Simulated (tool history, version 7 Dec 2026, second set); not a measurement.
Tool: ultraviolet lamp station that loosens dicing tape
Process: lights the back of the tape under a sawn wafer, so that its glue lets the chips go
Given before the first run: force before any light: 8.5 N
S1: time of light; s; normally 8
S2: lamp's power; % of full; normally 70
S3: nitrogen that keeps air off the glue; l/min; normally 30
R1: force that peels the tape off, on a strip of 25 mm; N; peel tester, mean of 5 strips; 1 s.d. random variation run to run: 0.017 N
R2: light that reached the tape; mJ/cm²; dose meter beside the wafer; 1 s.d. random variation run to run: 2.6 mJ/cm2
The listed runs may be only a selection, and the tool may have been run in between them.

{"run": 1, "hour": 0.0, "S1": 8, "S2": 70, "S3": 30, "R1": 1.096, "R2": 275}
{"run": 2, "hour": 13.8, "S1": 8, "S2": 70, "S3": 30, "R1": 1.144, "R2": 267}
{"run": 3, "hour": 21.3, "S1": 8, "S2": 66, "S3": 30, "R1": 1.272, "R2": 253}
{"run": 4, "hour": 32.9, "S1": 8, "S2": 66, "S3": 30, "R1": 1.322, "R2": 249}
{"run": 5, "hour": 41.8, "S1": 6, "S2": 70, "S3": 30, "R1": 1.936, "R2": 197}
{"run": 6, "hour": 48.2, "S1": 6, "S2": 70, "S3": 30, "R1": 1.902, "R2": 198}
{"run": 7, "hour": 60.6, "S1": 6, "S2": 70, "S3": 30, "R1": 1.889, "R2": 197}
{"run": 8, "hour": 70.7, "S1": 8, "S2": 70, "S3": 30, "R1": 1.158, "R2": 263}
{"run": 9, "hour": 84.5, "S1": 8, "S2": 88, "S3": 30, "R1": 0.728, "R2": 335}
{"run": 10, "hour": 92.8, "S1": 8, "S2": 88, "S3": 30, "R1": 0.736, "R2": 327}
{"run": 11, "hour": 105.9, "S1": 8, "S2": 81, "S3": 30, "R1": 0.911, "R2": 298}
{"run": 12, "hour": 118.9, "S1": 8, "S2": 70, "S3": 30, "R1": 1.216, "R2": 257}
{"run": 13, "hour": 127.4, "S1": 15, "S2": 70, "S3": 30, "R1": 0.265, "R2": 482}
{"run": 14, "hour": 138.6, "S1": 8, "S2": 70, "S3": 41, "R1": 0.986, "R2": 255}
{"run": 15, "hour": 148.0, "S1": 8, "S2": 70, "S3": 41, "R1": 1.014, "R2": 256}
{"run": 16, "hour": 155.3, "S1": 8, "S2": 70, "S3": 41, "R1": 1.029, "R2": 255}
{"run": 17, "hour": 162.3, "S1": 8, "S2": 70, "S3": 41, "R1": 1.018, "R2": 255}
{"run": 18, "hour": 169.3, "S1": 8, "S2": 70, "S3": 30, "R1": 1.283, "R2": 250}
{"run": 19, "hour": 178.5, "S1": 8, "S2": 70, "S3": 30, "R1": 1.199, "R2": 252}
{"run": 20, "hour": 192.4, "S1": 8, "S2": 70, "S3": 41, "R1": 1.033, "R2": 253}
{"run": 21, "hour": 199.9, "S1": 8, "S2": 70, "S3": 41, "R1": 1.092, "R2": 251}
{"run": 22, "hour": 206.6, "S1": 5, "S2": 70, "S3": 30, "R1": 2.589, "R2": 158}
{"run": 23, "hour": 216.1, "S1": 5, "S2": 70, "S3": 30, "R1": 2.604, "R2": 154}
{"run": 24, "hour": 223.2, "S1": 4, "S2": 91, "S3": 21, "R1": 2.937, "R2": 165}
{"run": 25, "hour": 234.8, "S1": 16, "S2": 83, "S3": 21, "R1": 0.238, "R2": 590}
{"run": 26, "hour": 248.2, "S1": 16, "S2": 83, "S3": 21, "R1": 0.234, "R2": 584}
{"run": 27, "hour": 258.1, "S1": 8, "S2": 62, "S3": 57, "R1": 1.115, "R2": 218}
{"run": 28, "hour": 264.7, "S1": 8, "S2": 62, "S3": 18, "R1": 2.163, "R2": 216}
{"run": 29, "hour": 274.0, "S1": 10, "S2": 70, "S3": 30, "R1": 0.868, "R2": 307}
{"run": 30, "hour": 280.3, "S1": 10, "S2": 70, "S3": 10, "R1": 1.876, "R2": 308}
{"run": 31, "hour": 286.4, "S1": 10, "S2": 70, "S3": 10, "R1": 1.815, "R2": 302}
{"run": 32, "hour": 300.0, "S1": 10, "S2": 67, "S3": 24, "R1": 1.157, "R2": 292}
{"run": 33, "hour": 312.3, "S1": 5, "S2": 93, "S3": 11, "R1": 2.931, "R2": 199}
{"run": 34, "hour": 321.6, "S1": 8, "S2": 66, "S3": 22, "R1": 1.774, "R2": 228}
{"run": 35, "hour": 332.1, "S1": 8, "S2": 66, "S3": 12, "R1": 2.684, "R2": 220}
{"run": 36, "hour": 341.2, "S1": 10, "S2": 66, "S3": 47, "R1": 0.782, "R2": 285}
{"run": 37, "hour": 348.7, "S1": 10, "S2": 66, "S3": 47, "R1": 0.775, "R2": 278}
{"run": 38, "hour": 359.1, "S1": 16, "S2": 86, "S3": 51, "R1": 0.118, "R2": 578}
{"run": 39, "hour": 368.7, "S1": 6, "S2": 72, "S3": 14, "R1": 2.965, "R2": 179}
{"run": 40, "hour": 377.0, "S1": 8, "S2": 82, "S3": 30, "R1": 1.081, "R2": 276}
{"run": 41, "hour": 385.0, "S1": 8, "S2": 82, "S3": 30, "R1": 1.109, "R2": 275}
{"run": 42, "hour": 398.6, "S1": 8, "S2": 88, "S3": 14, "R1": 1.563, "R2": 293}
{"run": 43, "hour": 408.4, "S1": 8, "S2": 84, "S3": 30, "R1": 1.073, "R2": 278}
{"run": 44, "hour": 415.0, "S1": 8, "S2": 84, "S3": 30, "R1": 0.983, "R2": 271}
{"run": 45, "hour": 425.2, "S1": 8, "S2": 84, "S3": 30, "R1": 1.079, "R2": 279}

Forecast each of these 3 alternatives for the next run:
{"run": "A", "hour": 437.3, "S1": 6, "S2": 84, "S3": 21, "R1": "?", "R2": "?"}
{"run": "B", "hour": 437.3, "S1": 5, "S2": 73, "S3": 51, "R1": "?", "R2": "?"}
{"run": "C", "hour": 437.3, "S1": 8, "S2": 74, "S3": 30, "R1": "?", "R2": "?"}

run=A R1=2.123 R2=205
run=B R1=2.199 R2=149
run=C R1=1.341 R2=237
Take away the tool's hidden state, keep each run's random variation, and the runs would have read:
run=A R1=1.269 R2=283
run=B R1=1.335 R2=207
run=C R1=0.694 R2=330

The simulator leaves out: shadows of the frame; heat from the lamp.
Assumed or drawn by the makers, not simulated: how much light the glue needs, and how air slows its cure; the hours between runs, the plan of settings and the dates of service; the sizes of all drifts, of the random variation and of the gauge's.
